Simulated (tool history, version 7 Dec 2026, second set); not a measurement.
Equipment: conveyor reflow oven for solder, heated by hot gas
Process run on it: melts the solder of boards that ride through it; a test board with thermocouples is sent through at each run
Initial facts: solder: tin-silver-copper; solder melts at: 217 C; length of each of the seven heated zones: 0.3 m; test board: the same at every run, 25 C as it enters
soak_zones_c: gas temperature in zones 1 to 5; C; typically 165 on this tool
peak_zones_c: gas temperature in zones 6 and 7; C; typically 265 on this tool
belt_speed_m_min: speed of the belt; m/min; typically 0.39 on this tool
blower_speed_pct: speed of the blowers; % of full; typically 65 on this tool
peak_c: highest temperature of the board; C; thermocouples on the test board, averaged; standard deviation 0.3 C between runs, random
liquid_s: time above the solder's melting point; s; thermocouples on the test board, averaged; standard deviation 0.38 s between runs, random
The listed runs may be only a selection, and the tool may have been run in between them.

run 1 hour=0 | soak_zones_c=165 peak_zones_c=265 belt_speed_m_min=0.39 blower_speed_pct=65 | peak_c=244.6 liquid_s=56.5
run 2 hour=17.8 | soak_zones_c=165 peak_zones_c=265 belt_speed_m_min=0.367 blower_speed_pct=65 | peak_c=246.3 liquid_s=63.2
run 3 hour=27.6 | soak_zones_c=165 peak_zones_c=265 belt_speed_m_min=0.39 blower_speed_pct=65 | peak_c=244.6 liquid_s=56.4
run 4 hour=41.7 | soak_zones_c=165 peak_zones_c=275 belt_speed_m_min=0.39 blower_speed_pct=65 | peak_c=252.9 liquid_s=64.7
run 5 hour=57.4 | soak_zones_c=165 peak_zones_c=275 belt_speed_m_min=0.446 blower_speed_pct=65 | peak_c=247 liquid_s=50.4
run 6 hour=69.9 | soak_zones_c=165 peak_zones_c=275 belt_speed_m_min=0.446 blower_speed_pct=65 | peak_c=246.7 liquid_s=50.1
run 7 hour=79.4 | soak_zones_c=165 peak_zones_c=275 belt_speed_m_min=0.446 blower_speed_pct=57 | peak_c=242.5 liquid_s=45
run 8 hour=96.2 | soak_zones_c=165 peak_zones_c=265 belt_speed_m_min=0.39 blower_speed_pct=65 | peak_c=243.7 liquid_s=56.2
run 9 hour=104.2 | soak_zones_c=165 peak_zones_c=265 belt_speed_m_min=0.39 blower_speed_pct=65 | peak_c=243.6 liquid_s=55.8
run 10 hour=115.5 | soak_zones_c=165 peak_zones_c=265 belt_speed_m_min=0.39 blower_speed_pct=65 | peak_c=243.7 liquid_s=55.9
run 11 hour=129.9 | soak_zones_c=165 peak_zones_c=265 belt_speed_m_min=0.435 blower_speed_pct=65 | peak_c=239.8 liquid_s=43.8
run 12 hour=148.1 | soak_zones_c=165 peak_zones_c=265 belt_speed_m_min=0.39 blower_speed_pct=65 | peak_c=243.4 liquid_s=54.8
run 13 hour=169.5 | soak_zones_c=165 peak_zones_c=265 belt_speed_m_min=0.318 blower_speed_pct=65 | peak_c=250.5 liquid_s=79
run 14 hour=184.5 | soak_zones_c=165 peak_zones_c=265 belt_speed_m_min=0.318 blower_speed_pct=65 | peak_c=250.2 liquid_s=78.9
run 15 hour=194 | soak_zones_c=165 peak_zones_c=265 belt_speed_m_min=0.39 blower_speed_pct=65 | peak_c=242.8 liquid_s=54.8
run 16 hour=210.1 | soak_zones_c=165 peak_zones_c=265 belt_speed_m_min=0.39 blower_speed_pct=65 | peak_c=244.6 liquid_s=56.7
run 17 hour=226 | soak_zones_c=165 peak_zones_c=265 belt_speed_m_min=0.39 blower_speed_pct=65 | peak_c=244.5 liquid_s=56.5
run 18 hour=242.4 | soak_zones_c=165 peak_zones_c=265 belt_speed_m_min=0.39 blower_speed_pct=65 | peak_c=243.9 liquid_s=56.2
run 19 hour=255.6 | soak_zones_c=165 peak_zones_c=265 belt_speed_m_min=0.39 blower_speed_pct=65 | peak_c=244.1 liquid_s=56.2
run 20 hour=266.3 | soak_zones_c=165 peak_zones_c=265 belt_speed_m_min=0.39 blower_speed_pct=65 | peak_c=244.2 liquid_s=55.7
run 21 hour=284.1 | soak_zones_c=165 peak_zones_c=265 belt_speed_m_min=0.39 blower_speed_pct=65 | peak_c=244.1 liquid_s=56.1
run 22 hour=298.6 | soak_zones_c=154 peak_zones_c=265 belt_speed_m_min=0.39 blower_speed_pct=65 | peak_c=241.5 liquid_s=49.5
run 23 hour=315.3 | soak_zones_c=154 peak_zones_c=265 belt_speed_m_min=0.39 blower_speed_pct=65 | peak_c=241.5 liquid_s=48.8
run 24 hour=333.6 | soak_zones_c=154 peak_zones_c=269 belt_speed_m_min=0.39 blower_speed_pct=65 | peak_c=244.8 liquid_s=52.5
run 25 hour=343.5 | soak_zones_c=168 peak_zones_c=269 belt_speed_m_min=0.416 blower_speed_pct=65 | peak_c=244.9 liquid_s=54
run 26 hour=362.1 | soak_zones_c=170 peak_zones_c=269 belt_speed_m_min=0.4 blower_speed_pct=84 | peak_c=252.6 liquid_s=65.2
run 27 hour=374.4 | soak_zones_c=170 peak_zones_c=269 belt_speed_m_min=0.4 blower_speed_pct=84 | peak_c=252.3 liquid_s=66.3
run 28 hour=382.8 | soak_zones_c=170 peak_zones_c=269 belt_speed_m_min=0.4 blower_speed_pct=84 | peak_c=252.4 liquid_s=65.4
run 29 hour=391.2 | soak_zones_c=170 peak_zones_c=269 belt_speed_m_min=0.4 blower_speed_pct=84 | peak_c=252.5 liquid_s=65.5
run 30 hour=399.9 | soak_zones_c=171 peak_zones_c=264 belt_speed_m_min=0.447 blower_speed_pct=84 | peak_c=244.7 liquid_s=50.9
run 31 hour=418.5 | soak_zones_c=171 peak_zones_c=264 belt_speed_m_min=0.447 blower_speed_pct=65 | peak_c=238.8 liquid_s=43.7
run 32 hour=428.1 | soak_zones_c=178 peak_zones_c=265 belt_speed_m_min=0.39 blower_speed_pct=70 | peak_c=247.5 liquid_s=65.9

Not shown: 3 entries that the log had between the listed runs. Between which runs, and how does the tool's hidden state differ before and after?
In the gap between runs 10 and 11: belt drive overhauled, speed set with a stopwatch (hour 121.2)
  heat that the gas passes to the board, % of a clean oven's: 95.1 -> 94.9; belt's true speed, % of the reading: 99.69 -> 99.53; true gas temperature in zones 6 and 7 over the reading, C: -0.12 -> -0.14
  the result without the hidden state subtracted from the measured one, peak_c: -1.3 -> -1.5 C; liquid_s: -1.8 -> -1.9 s
In the gap between runs 12 and 13: belt drive overhauled, speed set with a stopwatch, once more (hour 153.1)
  heat that the gas passes to the board, % of a clean oven's: 94.5 -> 94.2; belt's true speed, % of the reading: 99.51 -> 100.07; true gas temperature in zones 6 and 7 over the reading, C: -0.17 -> -0.21
  the result without the hidden state subtracted from the measured one, peak_c: -1.4 -> -1.5 C; liquid_s: -1.8 -> -2.3 s
In the gap between runs 15 and 16: flux residue cleaned out of gas plates and filters (hour 200.6)
  heat that the gas passes to the board, % of a clean oven's: 93.7 -> 98.7; belt's true speed, % of the reading: 100.04 -> 100.02; true gas temperature in zones 6 and 7 over the reading, C: -0.26 -> -0.29
  the result without the hidden state subtracted from the measured one, peak_c: -2 -> -0.6 C; liquid_s: -2.9 -> -0.8 s
